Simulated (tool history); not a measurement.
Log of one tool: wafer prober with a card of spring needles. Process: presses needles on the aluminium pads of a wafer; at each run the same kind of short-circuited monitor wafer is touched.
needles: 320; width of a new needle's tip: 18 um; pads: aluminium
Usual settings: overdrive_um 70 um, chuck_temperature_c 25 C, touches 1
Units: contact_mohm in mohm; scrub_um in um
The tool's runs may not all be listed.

Run 1, hour 0.0: usual settings. Result: contact_mohm 477 mohm, scrub_um 16.64 um.
At hour 0.9: tips cleaned on abrasive film.
At hour 7.0: tips cleaned on abrasive film.
Run 2, hour 10.6: usual settings. Result: contact_mohm 452 mohm, scrub_um 16.61 um.
At hour 12.4: tips cleaned on abrasive film.
At hour 17.6: tips cleaned on abrasive film.
At hour 23.3: tips cleaned on abrasive film.
Run 3, hour 25.3: usual settings. Result: contact_mohm 356 mohm, scrub_um 16.55 um.
At hour 28.8: tips cleaned on abrasive film.
At hour 34.4: tips cleaned on abrasive film.
Run 4, hour 37.5: usual settings. Result: contact_mohm 421 mohm, scrub_um 16.52 um.
At hour 40.3: tips cleaned on abrasive film.
At hour 45.4: tips cleaned on abrasive film.
Run 5, hour 47.1: usual settings. Result: contact_mohm 355 mohm, scrub_um 16.52 um.
At hour 50.7: tips cleaned on abrasive film.
At hour 56.1: tips cleaned on abrasive film.
At hour 61.5: tips cleaned on abrasive film.
Run 6, hour 61.8: usual settings. Result: contact_mohm 238 mohm, scrub_um 16.34 um.
At hour 66.9: tips cleaned on abrasive film.
Run 7, hour 68.3: usual settings but chuck_temperature_c 100 C. Result: contact_mohm 336 mohm, scrub_um 16.42 um.
At hour 69.5: height of the first contact set anew.
At hour 73.2: tips cleaned on abrasive film.
Run 8, hour 74.9: usual settings but chuck_temperature_c 100 C. Result: contact_mohm 346 mohm, scrub_um 16.00 um.
At hour 79.1: tips cleaned on abrasive film.
At hour 84.9: tips cleaned on abrasive film.
Run 9, hour 88.0: usual settings but chuck_temperature_c 100 C. Result: contact_mohm 431 mohm, scrub_um 16.03 um.
At hour 90.6: tips cleaned on abrasive film.
At hour 95.9: tips cleaned on abrasive film.
At hour 101.4: tips cleaned on abrasive film.
Run 10, hour 101.6: usual settings but chuck_temperature_c 87 C. Result: contact_mohm 232 mohm, scrub_um 15.95 um.
At hour 107.5: tips cleaned on abrasive film.
Run 11, hour 108.7: usual settings but chuck_temperature_c 87 C. Result: contact_mohm 343 mohm, scrub_um 15.96 um.
At hour 113.0: tips cleaned on abrasive film.
Run 12, hour 116.3: usual settings but chuck_temperature_c 27 C, touches 2. Result: contact_mohm 352 mohm, scrub_um 15.89 um.
At hour 118.4: tips cleaned on abrasive film.
At hour 124.3: tips cleaned on abrasive film.
Run 13, hour 127.9: usual settings but chuck_temperature_c 27 C, touches 2. Result: contact_mohm 367 mohm, scrub_um 15.84 um.
At hour 129.2: height of the first contact set anew, once more.
At hour 130.5: tips cleaned on abrasive film.
At hour 136.6: tips cleaned on abrasive film.
Run 14, hour 140.7: usual settings but overdrive_um 68 um, chuck_temperature_c 98 C, touches 2. Result: contact_mohm 367 mohm, scrub_um 16.45 um.
At hour 142.1: tips cleaned on abrasive film.
At hour 147.2: tips cleaned on abrasive film.
Run 15, hour 148.7: usual settings but overdrive_um 61 um, chuck_temperature_c 79 C, touches 2. Result: contact_mohm 311 mohm, scrub_um 14.71 um.
At hour 152.6: tips cleaned on abrasive film.
Run 16, hour 156.6: usual settings but overdrive_um 81 um, chuck_temperature_c 39 C, touches 3. Result: contact_mohm 255 mohm, scrub_um 19.50 um.
At hour 158.0: tips cleaned on abrasive film.
At hour 163.2: tips cleaned on abrasive film.
At hour 169.2: tips cleaned on abrasive film.
Run 17, hour 169.2: usual settings but overdrive_um 67 um, chuck_temperature_c 116 C, touches 2. Result: contact_mohm 216 mohm, scrub_um 16.01 um.
At hour 174.5: tips cleaned on abrasive film.
At hour 180.5: tips cleaned on abrasive film.
Run 18, hour 183.5: usual settings but chuck_temperature_c 62 C. Result: contact_mohm 433 mohm, scrub_um 16.73 um.
At hour 185.9: tips cleaned on abrasive film.
At hour 191.3: tips cleaned on abrasive film.
Run 19, hour 193.6: usual settings but overdrive_um 50 um, chuck_temperature_c 41 C, touches 3. Result: contact_mohm 350 mohm, scrub_um 11.84 um.

Forecast each of these 4 alternatives for the next run:
At hour 197.0: tips cleaned on abrasive film.
Run A, hour 199.7: usual settings but overdrive_um 50 um, chuck_temperature_c 41 C. Result: contact_mohm ?, scrub_um ?.
At hour 197.0: tips cleaned on abrasive film.
Run B, hour 199.7: usual settings but overdrive_um 71 um, chuck_temperature_c 46 C, touches 2. Result: contact_mohm ?, scrub_um ?.
At hour 197.0: tips cleaned on abrasive film.
Run C, hour 199.7: usual settings but overdrive_um 72 um, chuck_temperature_c 100 C, touches 3. Result: contact_mohm ?, scrub_um ?.
At hour 197.0: tips cleaned on abrasive film.
Run D, hour 199.7: usual settings but overdrive_um 82 um, chuck_temperature_c 31 C. Result: contact_mohm ?, scrub_um ?.

run  contact_mohm  scrub_um
  A           624     11.77
  B           311     16.93
  C           266     17.13
  D           338     19.62
Without the tool's hidden state the same runs would have given:
run  contact_mohm  scrub_um
  A           192     12.02
  B           179     17.18
  C           192     17.38
  D           170     19.87

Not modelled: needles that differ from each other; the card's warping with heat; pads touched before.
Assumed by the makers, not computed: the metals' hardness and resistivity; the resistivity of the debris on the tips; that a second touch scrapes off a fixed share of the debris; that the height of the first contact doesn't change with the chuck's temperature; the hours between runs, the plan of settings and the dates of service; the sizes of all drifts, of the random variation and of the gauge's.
